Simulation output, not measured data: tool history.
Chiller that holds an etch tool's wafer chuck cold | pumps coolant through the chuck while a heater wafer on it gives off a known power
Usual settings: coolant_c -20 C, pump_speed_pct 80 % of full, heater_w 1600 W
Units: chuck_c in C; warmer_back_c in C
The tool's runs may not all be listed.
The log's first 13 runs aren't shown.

Run 14, day 38.2: usual settings. Result: chuck_c -8.3 C, warmer_back_c 6.89 C.
Run 15, day 40.512: usual settings. Result: chuck_c -8.3 C, warmer_back_c 6.87 C.
Run 16, day 44.158: usual settings. Result: chuck_c -8.2 C, warmer_back_c 6.89 C.
Run 17, day 45.75: usual settings. Result: chuck_c -8.2 C, warmer_back_c 6.87 C.
At day 47.162: coolant changed, channels flushed.
Run 18, day 49.596: usual settings but coolant_c -23 C, pump_speed_pct 61 % of full, heater_w 1695 W. Result: chuck_c -7.9 C, warmer_back_c 9.72 C.
Run 19, day 51.692: usual settings but coolant_c -23 C, pump_speed_pct 61 % of full, heater_w 1695 W. Result: chuck_c -8.1 C, warmer_back_c 9.8 C.
Run 20, day 55.65: usual settings but coolant_c -24 C, pump_speed_pct 65 % of full, heater_w 2137 W. Result: chuck_c -5.9 C, warmer_back_c 11.51 C.
Run 21, day 58.158: usual settings but coolant_c -24 C, pump_speed_pct 65 % of full, heater_w 2137 W. Result: chuck_c -6 C, warmer_back_c 11.56 C.
At day 60.346: gauge calibrated.
Run 22, day 60.608: usual settings but coolant_c -24 C, pump_speed_pct 65 % of full, heater_w 2137 W. Result: chuck_c -5.9 C, warmer_back_c 11.7 C.
Run 23, day 62.488: usual settings but coolant_c -24 C, pump_speed_pct 65 % of full, heater_w 2137 W. Result: chuck_c -6 C, warmer_back_c 11.64 C.
Run 24, day 64.892: usual settings but coolant_c -25 C, pump_speed_pct 62 % of full. Result: chuck_c -10.9 C, warmer_back_c 9.16 C.
Run 25, day 67.358: usual settings but coolant_c -14 C, pump_speed_pct 68 % of full, heater_w 1472 W. Result: chuck_c -1.7 C, warmer_back_c 7.7 C.
Run 26, day 70.504: usual settings but coolant_c -24 C, heater_w 890 W. Result: chuck_c -17.5 C, warmer_back_c 3.86 C.
Run 27, day 73.092: usual settings but coolant_c -27 C, pump_speed_pct 78 % of full, heater_w 1181 W. Result: chuck_c -18.2 C, warmer_back_c 5.25 C.
Run 28, day 76.762: usual settings but coolant_c -15 C, heater_w 1199 W. Result: chuck_c -6.1 C, warmer_back_c 5.24 C.
Run 29, day 79.738: usual settings but coolant_c -15 C, heater_w 1199 W. Result: chuck_c -6.2 C, warmer_back_c 5.24 C.
Run 30, day 83.525: usual settings but coolant_c -15 C, heater_w 1199 W. Result: chuck_c -6.2 C, warmer_back_c 5.2 C.
Run 31, day 86.675: usual settings but coolant_c -15 C, pump_speed_pct 68 % of full, heater_w 1576 W. Result: chuck_c -1.8 C, warmer_back_c 8.1 C.

3 ways to go on from here, each from the tool as it stands after run 31. What would each give?
At day 88.417: chiller's thermometer calibrated.
Run A, day 89.217: usual settings but coolant_c -14 C. Result: chuck_c ?, warmer_back_c ?.
At day 88.417: chiller's thermometer calibrated.
Run B, day 89.217: usual settings but coolant_c -17 C, pump_speed_pct 69 % of full, heater_w 1648 W. Result: chuck_c ?, warmer_back_c ?.
At day 88.417: chiller's thermometer calibrated.
Run C, day 89.217: usual settings but coolant_c -22 C, pump_speed_pct 63 % of full, heater_w 1467 W. Result: chuck_c ?, warmer_back_c ?.

run  chuck_c  warmer_back_c
  A     -2.3           6.96
  B     -3.3            8.3
  C     -9.3           8.25
Without the tool's hidden state the same runs would have given:
run  chuck_c  warmer_back_c
  A     -2.3           7.07
  B     -3.4            8.4
  C     -9.3           8.35

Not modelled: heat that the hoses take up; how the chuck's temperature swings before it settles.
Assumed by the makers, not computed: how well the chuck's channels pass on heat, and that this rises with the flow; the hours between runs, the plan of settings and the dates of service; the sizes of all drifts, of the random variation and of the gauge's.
